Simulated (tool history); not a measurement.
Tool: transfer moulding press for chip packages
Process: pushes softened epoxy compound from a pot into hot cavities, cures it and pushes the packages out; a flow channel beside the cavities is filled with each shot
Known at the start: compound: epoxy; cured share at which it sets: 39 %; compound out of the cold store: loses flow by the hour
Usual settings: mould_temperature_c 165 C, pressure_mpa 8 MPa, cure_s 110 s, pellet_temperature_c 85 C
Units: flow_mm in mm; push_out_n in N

run,hour,mould_temperature_c,pressure_mpa,cure_s,pellet_temperature_c,incoming compound's hours out of the cold store,flow_mm,push_out_n
1,0,165,8,110,85,23.4,902,670
2,8.5,165,8,110,93,44,820,636
3,18.4,165,8,110,93,21.4,900,666
# hour 25.9: cavities cleaned with cleaning compound and waxed
4,28.6,165,8,110,85,31.3,864,652
5,34.4,165,8.01,110,85,27.7,885,627
6,44.8,165,8.01,110,85,18.5,913,680
7,53.9,165,8,110,85,36.9,845,666
8,61.4,172,8,110,85,27.9,854,474
9,74.8,172,8,110,85,27.8,852,477
10,83.8,172,8,110,85,35.7,822,487
11,92.8,172,8,110,85,40.5,804,486
12,104.9,172,8,110,85,35.3,823,489
# hour 116.5: cavities cleaned with cleaning compound and waxed
13,116.8,165,8,110,85,45.4,807,652
14,129.3,165,8,110,85,17.1,920,700
15,138.2,165,8,110,85,47.6,809,629
16,149.5,165,8,110,95,34,851,631
17,159.4,165,8,110,95,16,940,675
18,165.8,168,7.01,110,77,23.5,836,562
19,171.8,168,7.01,110,77,9.7,890,544

The next listed run, before its measurement:
20,181.1,172,8,110,85,17.7,?,?

flow_mm: 891 mm
push_out_n: 496 N
Without the tool's hidden state the same run would have given flow_mm 891 mm, push_out_n 491 N.
